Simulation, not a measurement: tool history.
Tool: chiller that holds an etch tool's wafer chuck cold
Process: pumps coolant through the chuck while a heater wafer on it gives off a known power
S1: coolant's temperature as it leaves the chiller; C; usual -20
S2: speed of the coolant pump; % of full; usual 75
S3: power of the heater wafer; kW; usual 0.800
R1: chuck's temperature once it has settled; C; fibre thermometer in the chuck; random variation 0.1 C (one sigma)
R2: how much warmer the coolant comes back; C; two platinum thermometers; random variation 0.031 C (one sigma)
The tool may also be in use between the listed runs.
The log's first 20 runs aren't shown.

{"run": 21, "hour": 937.3, "S1": -20, "S2": 97, "S3": 0.8, "R1": -11.9, "R2": 1.97}
{"run": 22, "hour": 966.5, "S1": -17, "S2": 97, "S3": 1.047, "R1": -6.5, "R2": 2.54}
{"run": 23, "hour": 1024.6, "S1": -13, "S2": 70, "S3": 0.66, "R1": -4.5, "R2": 2.22}
{"run": 24, "hour": 1075.5, "S1": -30, "S2": 66, "S3": 0.631, "R1": -21.4, "R2": 2.37}
{"run": 25, "hour": 1104.2, "S1": -18, "S2": 89, "S3": 0.631, "R1": -11.2, "R2": 1.7}
{"run": 26, "hour": 1164.7, "S1": -18, "S2": 89, "S3": 0.631, "R1": -11.0, "R2": 1.62}
{"run": 27, "hour": 1222.9, "S1": -18, "S2": 89, "S3": 0.631, "R1": -11.1, "R2": 1.71}
{"run": 28, "hour": 1265.5, "S1": -18, "S2": 89, "S3": 0.631, "R1": -10.9, "R2": 1.69}
{"run": 29, "hour": 1304.5, "S1": -21, "S2": 81, "S3": 1.064, "R1": -8.5, "R2": 3.19}
{"run": 30, "hour": 1335.1, "S1": -21, "S2": 79, "S3": 0.456, "R1": -15.6, "R2": 1.39}

Forecast each of these 3 alternatives for the next run:
{"run": "A", "hour": 1372.2, "S1": -19, "S2": 79, "S3": 0.456, "R1": "?", "R2": "?"}
{"run": "B", "hour": 1372.2, "S1": -20, "S2": 75, "S3": 0.921, "R1": "?", "R2": "?"}
{"run": "C", "hour": 1372.2, "S1": -29, "S2": 69, "S3": 0.859, "R1": "?", "R2": "?"}

run=A R1=-13.2 R2=1.37
run=B R1=-8.4 R2=2.94
run=C R1=-17.6 R2=3.03
Without the tool's hidden state the same runs would have given:
run=A R1=-14.5 R2=1.34
run=B R1=-10.8 R2=2.90
run=C R1=-20.1 R2=2.99
